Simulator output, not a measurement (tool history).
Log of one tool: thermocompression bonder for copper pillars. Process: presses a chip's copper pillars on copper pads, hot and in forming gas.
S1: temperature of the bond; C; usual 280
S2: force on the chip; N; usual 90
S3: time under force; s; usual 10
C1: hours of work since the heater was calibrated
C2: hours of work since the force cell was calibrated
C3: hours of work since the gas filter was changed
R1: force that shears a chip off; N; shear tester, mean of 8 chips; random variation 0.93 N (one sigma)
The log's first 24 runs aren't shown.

Run 25, hour 189.1: usual settings but S1 299 C, S2 75 N; C1 223; C2 32; C3 238. Result: R1 83.8 N.
Run 26, hour 199.7: usual settings but S1 299 C, S2 75 N; C1 229; C2 37; C3 244. Result: R1 83.9 N.
Run 27, hour 210.8: usual settings but S1 299 C, S2 75 N; C1 234; C2 43; C3 249. Result: R1 82.4 N.
Run 28, hour 217.4: usual settings but S1 284 C, S2 101 N; C1 237; C2 46; C3 253. Result: R1 83.5 N.
Run 29, hour 224.4: usual settings but S1 264 C, S2 119 N, S3 6 s; C1 241; C2 50; C3 256. Result: R1 60.7 N.
Run 30, hour 232.9: usual settings but S1 264 C, S2 119 N, S3 6 s; C1 245; C2 54; C3 260. Result: R1 60.3 N.
Run 31, hour 241.0: usual settings but S1 301 C, S2 119 N, S3 23 s; C1 249; C2 58; C3 265. Result: R1 109.1 N.
Run 32, hour 246.7: usual settings but S1 308 C, S2 120 N, S3 13 s; C1 252; C2 61; C3 267. Result: R1 107.2 N.
Run 33, hour 253.7: usual settings but S1 297 C, S2 64 N, S3 9 s; C1 256; C2 64; C3 271. Result: R1 75.0 N.
Run 34, hour 258.3: usual settings but S1 290 C, S2 60 N, S3 12 s; C1 258; C2 67; C3 273. Result: R1 71.9 N.
Run 35, hour 267.1: usual settings but S1 279 C, S2 54 N; C1 262; C2 71; C3 278. Result: R1 59.3 N.
Run 36, hour 275.4: usual settings but S1 279 C, S2 54 N, S3 17 s; C1 267; C2 75; C3 282. Result: R1 68.4 N.
Run 37, hour 284.0: usual settings but S1 288 C, S2 69 N, S3 5 s; C1 271; C2 80; C3 286. Result: R1 58.0 N.

4 ways to go on from here, each from the tool as it stands after run 37. What would each give?
Run A, hour 290.6: usual settings but S1 291 C, S2 60 N, S3 5 s; C1 274; C2 83; C3 290. Result: R1 ?.
Run B, hour 290.6: usual settings but S1 257 C, S2 81 N, S3 8 s; C1 274; C2 83; C3 290. Result: R1 ?.
Run C, hour 290.6: usual settings but S1 279 C, S2 97 N, S3 9 s; C1 274; C2 83; C3 290. Result: R1 ?.
Run D, hour 290.6: usual settings but S1 298 C, S2 96 N, S3 12 s; C1 274; C2 83; C3 290. Result: R1 ?.

run    R1
  A  55.4
  B  50.2
  C  74.0
  D  92.8
Without the tool's hidden state the same runs would have given:
run    R1
  A  58.1
  B  52.5
  C  78.1
  D  98.5

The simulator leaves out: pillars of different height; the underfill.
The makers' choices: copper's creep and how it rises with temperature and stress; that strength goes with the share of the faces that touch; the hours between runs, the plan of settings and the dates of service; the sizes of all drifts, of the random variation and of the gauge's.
